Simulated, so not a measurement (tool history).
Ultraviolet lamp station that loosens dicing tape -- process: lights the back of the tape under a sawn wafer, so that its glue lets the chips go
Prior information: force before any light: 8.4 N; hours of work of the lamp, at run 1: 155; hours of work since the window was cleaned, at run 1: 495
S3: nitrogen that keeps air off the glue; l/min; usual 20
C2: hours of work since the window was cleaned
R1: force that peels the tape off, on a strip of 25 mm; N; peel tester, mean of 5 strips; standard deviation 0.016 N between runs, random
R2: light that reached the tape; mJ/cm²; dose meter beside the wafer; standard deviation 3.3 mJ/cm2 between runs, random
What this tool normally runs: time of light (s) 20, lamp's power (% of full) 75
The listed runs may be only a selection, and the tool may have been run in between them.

Run 1, hour 0: usual settings; hours of work of the lamp 155; C2 495. Result: R1 1.088 N, R2 452 mJ/cm².
Run 2, hour 36.7: usual settings but lamp's power (% of full) 96; hours of work of the lamp 183; C2 523. Result: R1 0.658 N, R2 564 mJ/cm².
At hour 44.8: window cleaned of glue's vapour.
Run 3, hour 71.7: usual settings but lamp's power (% of full) 96; hours of work of the lamp 209; C2 20. Result: R1 0.754 N, R2 548 mJ/cm².
Run 4, hour 112.7: usual settings but lamp's power (% of full) 96; hours of work of the lamp 240; C2 51. Result: R1 0.768 N, R2 535 mJ/cm².
Run 5, hour 139.4: usual settings but lamp's power (% of full) 96; hours of work of the lamp 260; C2 71. Result: R1 0.802 N, R2 522 mJ/cm².
Run 6, hour 183.1: usual settings but lamp's power (% of full) 96; hours of work of the lamp 293; C2 104. Result: R1 0.852 N, R2 510 mJ/cm².
Run 7, hour 219.8: usual settings but lamp's power (% of full) 96; hours of work of the lamp 321; C2 132. Result: R1 0.885 N, R2 502 mJ/cm².
Run 8, hour 264.6: usual settings but lamp's power (% of full) 96; hours of work of the lamp 354; C2 166. Result: R1 0.887 N, R2 489 mJ/cm².
Run 9, hour 289.1: usual settings but lamp's power (% of full) 95; hours of work of the lamp 373; C2 184. Result: R1 0.988 N, R2 477 mJ/cm².
Run 10, hour 334.8: usual settings but lamp's power (% of full) 95; hours of work of the lamp 407; C2 219. Result: R1 1.064 N, R2 461 mJ/cm².
At hour 359.3: window cleaned of glue's vapour, once more.
Run 11, hour 385.7: usual settings but time of light (s) 27; hours of work of the lamp 445; C2 20. Result: R1 0.649 N, R2 582 mJ/cm².
Run 12, hour 412.2: usual settings but time of light (s) 27; hours of work of the lamp 465; C2 40. Result: R1 0.668 N, R2 568 mJ/cm².
Run 13, hour 442.8: usual settings but time of light (s) 27; hours of work of the lamp 488; C2 63. Result: R1 0.688 N, R2 563 mJ/cm².
Run 14, hour 484.9: usual settings but time of light (s) 22; hours of work of the lamp 520; C2 95. Result: R1 1.103 N, R2 445 mJ/cm².
Run 15, hour 532.8: usual settings but time of light (s) 22; hours of work of the lamp 556; C2 131. Result: R1 1.132 N, R2 435 mJ/cm².
Run 16, hour 562.4: usual settings but time of light (s) 14, S3 38 l/min; hours of work of the lamp 578; C2 153. Result: R1 1.803 N, R2 268 mJ/cm².
Run 17, hour 614: usual settings but time of light (s) 14, lamp's power (% of full) 86, S3 34 l/min; hours of work of the lamp 617; C2 192. Result: R1 1.596 N, R2 302 mJ/cm².
Run 18, hour 641.6: usual settings but time of light (s) 14, lamp's power (% of full) 86, S3 34 l/min; hours of work of the lamp 638; C2 213. Result: R1 1.674 N, R2 296 mJ/cm².
Run 19, hour 663.7: usual settings but time of light (s) 14, lamp's power (% of full) 86, S3 34 l/min; hours of work of the lamp 655; C2 229. Result: R1 1.648 N, R2 294 mJ/cm².
At hour 710.3: lamp changed.
Run 20, hour 716.7: usual settings but time of light (s) 31, lamp's power (% of full) 79; hours of work of the lamp 5; C2 269. Result: R1 0.317 N, R2 801 mJ/cm².
Run 21, hour 738.5: usual settings but time of light (s) 21, lamp's power (% of full) 85; hours of work of the lamp 21; C2 285. Result: R1 0.644 N, R2 579 mJ/cm².
Run 22, hour 788.1: usual settings but time of light (s) 21, lamp's power (% of full) 85, S3 14 l/min; hours of work of the lamp 59; C2 322. Result: R1 0.895 N, R2 567 mJ/cm².
Run 23, hour 832.3: usual settings but S3 38 l/min; hours of work of the lamp 92; C2 356. Result: R1 0.684 N, R2 465 mJ/cm².
Run 24, hour 868.3: usual settings but S3 38 l/min; hours of work of the lamp 119; C2 383. Result: R1 0.709 N, R2 455 mJ/cm².
Run 25, hour 909.5: usual settings but time of light (s) 11, S3 29 l/min; hours of work of the lamp 150; C2 414. Result: R1 2.252 N, R2 245 mJ/cm².
Run 26, hour 935.6: usual settings but time of light (s) 11, S3 29 l/min; hours of work of the lamp 170; C2 434. Result: R1 2.341 N, R2 241 mJ/cm².
Run 27, hour 979.3: usual settings but time of light (s) 37, S3 15 l/min; hours of work of the lamp 203; C2 466. Result: R1 0.403 N, R2 796 mJ/cm².

Each row is a separate what-if for the run after 27, all from the same tool condition, not one after another. Results?
Run A, hour 1017: usual settings but lamp's power (% of full) 92; hours of work of the lamp 231; C2 495. Result: R1 ?, R2 ?.
Run B, hour 1017: usual settings but time of light (s) 37, S3 24 l/min; hours of work of the lamp 231; C2 495. Result: R1 ?, R2 ?.
Run C, hour 1017: usual settings but S3 21 l/min; hours of work of the lamp 231; C2 495. Result: R1 ?, R2 ?.

run     R1   R2
  A  0.834  514
  B   0.29  776
  C  1.158  420
What these runs would have given with no unlogged condition in the tool:
run     R1   R2
  A  0.496  652
  B  0.191  983
  C  0.725  532
